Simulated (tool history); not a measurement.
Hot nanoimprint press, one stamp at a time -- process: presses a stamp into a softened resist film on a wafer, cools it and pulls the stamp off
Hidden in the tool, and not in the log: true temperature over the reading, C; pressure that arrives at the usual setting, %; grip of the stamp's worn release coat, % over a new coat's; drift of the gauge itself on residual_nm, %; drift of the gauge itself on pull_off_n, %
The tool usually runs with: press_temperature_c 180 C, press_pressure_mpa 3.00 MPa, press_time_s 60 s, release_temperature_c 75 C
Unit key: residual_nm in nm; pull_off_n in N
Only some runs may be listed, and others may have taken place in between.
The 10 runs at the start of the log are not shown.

| run | day | press_temperature_c | press_pressure_mpa | press_time_s | release_temperature_c | hours of work since the thermocouple was calibrated | imprints on the stamp's release coat | hours of work since the press's seals were changed | residual_nm | pull_off_n |
|---|---|---|---|---|---|---|---|---|---|---|
| 11 | 15.654 | 180 | 3.00 | 60 | 67 | 179 | 120 | 488 | 211.4 | 123.5 |
| 12 | 17.238 | 180 | 3.00 | 66 | 67 | 196 | 203 | 505 | 204.5 | 122.8 |
| 13 | 18.638 | 180 | 3.00 | 66 | 67 | 211 | 277 | 520 | 204.0 | 123.6 |
| 14 | 19.950 | 180 | 3.00 | 60 | 75 | 225 | 346 | 534 | 211.1 | 112.6 |
| 15 | 21.283 | 180 | 3.00 | 60 | 75 | 239 | 416 | 548 | 211.3 | 113.9 |
| 16 | 22.546 | 180 | 3.00 | 60 | 75 | 253 | 483 | 562 | 210.5 | 114.1 |
| 17 | 24.433 | 190 | 3.50 | 78 | 75 | 273 | 582 | 582 | 140.4 | 114.2 |
| 18 | 26.262 | 187 | 3.46 | 53 | 80 | 293 | 679 | 602 | 177.4 | 107.5 |
|  | 26.908 | plate thermocouple calibrated |
| 19 | 27.371 | 180 | 3.00 | 86 | 75 | 5 | 730 | 612 | 184.9 | 113.6 |
| 20 | 29.450 | 190 | 3.00 | 86 | 78 | 27 | 840 | 635 | 144.9 | 112.1 |
| 21 | 31.533 | 185 | 2.88 | 100 | 83 | 50 | 950 | 657 | 156.5 | 105.1 |
| 22 | 33.162 | 179 | 3.31 | 33 | 73 | 67 | 1035 | 674 | 250.9 | 116.7 |
| 23 | 34.821 | 191 | 2.51 | 33 | 73 | 85 | 1123 | 692 | 219.9 | 117.3 |

What does the tool deliver on the next run?
| 24 | 35.788 | 191 | 3.33 | 37 | 62 | 95 | 1174 | 702 | ? | ? |

residual_nm: 188.6 nm
pull_off_n: 128.2 N
On a tool with no hidden condition, and with the same random variation, this run would have come out at residual_nm 190.9 nm, pull_off_n 127.9 N.
